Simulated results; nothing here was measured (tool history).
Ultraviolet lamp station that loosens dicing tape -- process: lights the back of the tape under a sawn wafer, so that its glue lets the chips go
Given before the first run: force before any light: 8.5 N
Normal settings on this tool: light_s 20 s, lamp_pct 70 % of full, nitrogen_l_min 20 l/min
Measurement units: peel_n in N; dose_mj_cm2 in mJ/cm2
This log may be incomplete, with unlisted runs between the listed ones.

{"run": 1, "hour": 0.0, "light_s": 20, "lamp_pct": 70, "nitrogen_l_min": 20, "peel_n": 1.227, "dose_mj_cm2": 168}
{"run": 2, "hour": 13.9, "light_s": 20, "lamp_pct": 70, "nitrogen_l_min": 20, "peel_n": 1.21, "dose_mj_cm2": 166}
{"run": 3, "hour": 27.3, "light_s": 20, "lamp_pct": 70, "nitrogen_l_min": 10, "peel_n": 1.802, "dose_mj_cm2": 162}
{"run": 4, "hour": 36.9, "light_s": 20, "lamp_pct": 70, "nitrogen_l_min": 20, "peel_n": 1.246, "dose_mj_cm2": 161}
{"run": 5, "hour": 47.2, "light_s": 20, "lamp_pct": 70, "nitrogen_l_min": 19, "peel_n": 1.307, "dose_mj_cm2": 164}
{"run": 6, "hour": 60.9, "light_s": 20, "lamp_pct": 60, "nitrogen_l_min": 19, "peel_n": 1.653, "dose_mj_cm2": 140}
{"run": 7, "hour": 68.9, "light_s": 20, "lamp_pct": 60, "nitrogen_l_min": 19, "peel_n": 1.693, "dose_mj_cm2": 133}
{"run": 8, "hour": 82.4, "light_s": 20, "lamp_pct": 60, "nitrogen_l_min": 19, "peel_n": 1.678, "dose_mj_cm2": 138}
{"run": 9, "hour": 93.9, "light_s": 20, "lamp_pct": 70, "nitrogen_l_min": 29, "peel_n": 1.053, "dose_mj_cm2": 159}
{"run": 10, "hour": 105.2, "light_s": 20, "lamp_pct": 70, "nitrogen_l_min": 29, "peel_n": 1.081, "dose_mj_cm2": 160}
{"run": 11, "hour": 119.6, "light_s": 20, "lamp_pct": 70, "nitrogen_l_min": 20, "peel_n": 1.285, "dose_mj_cm2": 157}
{"run": 12, "hour": 136.3, "light_s": 20, "lamp_pct": 82, "nitrogen_l_min": 20, "peel_n": 1.003, "dose_mj_cm2": 183}
{"hour": 146.3, "done": "window cleaned of glue's vapour"}
{"run": 13, "hour": 149.9, "light_s": 20, "lamp_pct": 82, "nitrogen_l_min": 20, "peel_n": 0.838, "dose_mj_cm2": 199}
{"run": 14, "hour": 157.8, "light_s": 20, "lamp_pct": 82, "nitrogen_l_min": 20, "peel_n": 0.81, "dose_mj_cm2": 204}
{"run": 15, "hour": 167.4, "light_s": 20, "lamp_pct": 66, "nitrogen_l_min": 20, "peel_n": 1.314, "dose_mj_cm2": 162}
{"run": 16, "hour": 182.8, "light_s": 20, "lamp_pct": 66, "nitrogen_l_min": 20, "peel_n": 1.258, "dose_mj_cm2": 157}

Run 17 is up next; what results do you expect?
{"run": 17, "hour": 196.1, "light_s": 20, "lamp_pct": 66, "nitrogen_l_min": 20, "peel_n": "?", "dose_mj_cm2": "?"}

For run 17 the tool returned peel_n 1.289 N, dose_mj_cm2 161 mJ/cm2.
Had the tool carried no hidden state, the very same run would have given peel_n 0.95 N, dose_mj_cm2 190 mJ/cm2.
